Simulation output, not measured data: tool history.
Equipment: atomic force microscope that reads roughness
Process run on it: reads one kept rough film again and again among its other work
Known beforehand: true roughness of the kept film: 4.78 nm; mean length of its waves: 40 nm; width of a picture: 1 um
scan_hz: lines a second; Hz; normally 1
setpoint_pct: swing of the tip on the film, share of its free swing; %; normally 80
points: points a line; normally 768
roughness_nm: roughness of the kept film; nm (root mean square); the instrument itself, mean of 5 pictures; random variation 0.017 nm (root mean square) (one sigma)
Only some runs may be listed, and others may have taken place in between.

run	day	scan_hz	setpoint_pct	points	roughness_nm
1	0	1	80	768	3.247
2	0.4	1	80	768	3.199
# day 0.904: new tip fitted
3	0.904	1	80	768	4.11
4	1.446	1	80	768	4.077
5	1.867	1	89	768	3.871
6	2.3	1	89	768	3.798
7	2.596	1	89	768	3.816
8	3.108	1	89	768	3.768
9	3.65	1	80	768	3.833
10	4	1	80	408	3.789
11	4.358	1	80	408	3.772
12	4.75	1	80	611	3.737
13	5.171	1	80	611	3.66
14	5.512	1	58	768	3.839
15	6.054	1	58	768	3.787
16	6.738	1	75	768	3.623
17	7.042	1	75	768	3.578
18	7.438	1	75	768	3.545
19	7.938	1	75	768	3.491
20	8.371	1	75	768	3.452
21	9.033	1	75	768	3.425
22	9.725	1	71	768	3.409
23	10.408	1	80	768	3.294
24	10.758	1	80	768	3.261
25	11.25	1	80	512	3.215
26	11.854	3.02	80	512	2.81
# day 12.254: new tip fitted
27	12.283	3.02	80	512	3.604
28	12.871	3.02	80	512	3.537
29	13.479	3.02	80	512	3.481
30	13.817	3.02	80	512	3.457
31	14.212	3.27	80	512	3.394
32	14.492	1	85	963	3.795
33	15.092	1.36	67	411	3.856
34	15.633	1.33	88	588	3.526
35	16.067	1.33	88	588	3.456
36	16.733	1.62	74	768	3.602
37	17.342	1.62	74	768	3.543
38	17.979	2.02	81	669	3.293
39	18.671	2.02	81	669	3.233
40	19.217	2.02	81	669	3.186
41	19.717	2.02	81	669	3.161
42	20.012	2.03	81	343	3.147
43	20.55	0.92	83	264	3.276
44	20.992	1.7	59	298	3.365
45	21.454	1.7	88	298	2.954
46	21.867	1.7	88	298	2.936
47	22.417	2.36	84	298	2.829
48	22.717	2.55	85	478	2.758
49	22.996	2.55	85	478	2.754
# day 23.558: new tip fitted
50	23.625	3.28	80	768	3.553
51	24.254	1.73	57	288	4.103
52	24.833	1	85	422	3.858
53	25.383	1	89	422	3.744
54	25.854	0.59	64	866	4.001

Pick out some run-to-run changes in roughness_nm. Of each, how much would a tool without hidden state show as well, from the settings, what came in and chance, and how much is left for the hidden state and any gauge scatter not in both results compared?
Unlogged tool condition in this case: radius of the tip, nm; height scale over the true one, %; drift of the gauge itself on roughness_nm, %.
Run 2 -> 3: new tip fitted. roughness_nm +0.911 nm (root mean square): hidden state +0.881, all else +0.03.
Run 26 -> 27: new tip fitted. roughness_nm +0.794 nm (root mean square): hidden state +0.793, all else +0.001.
Run 49 -> 50: scan_hz 2.55 -> 3.28, setpoint_pct 85 -> 80, points 478 -> 768, new tip fitted. roughness_nm +0.799 nm (root mean square): hidden state +0.806, all else -0.007.
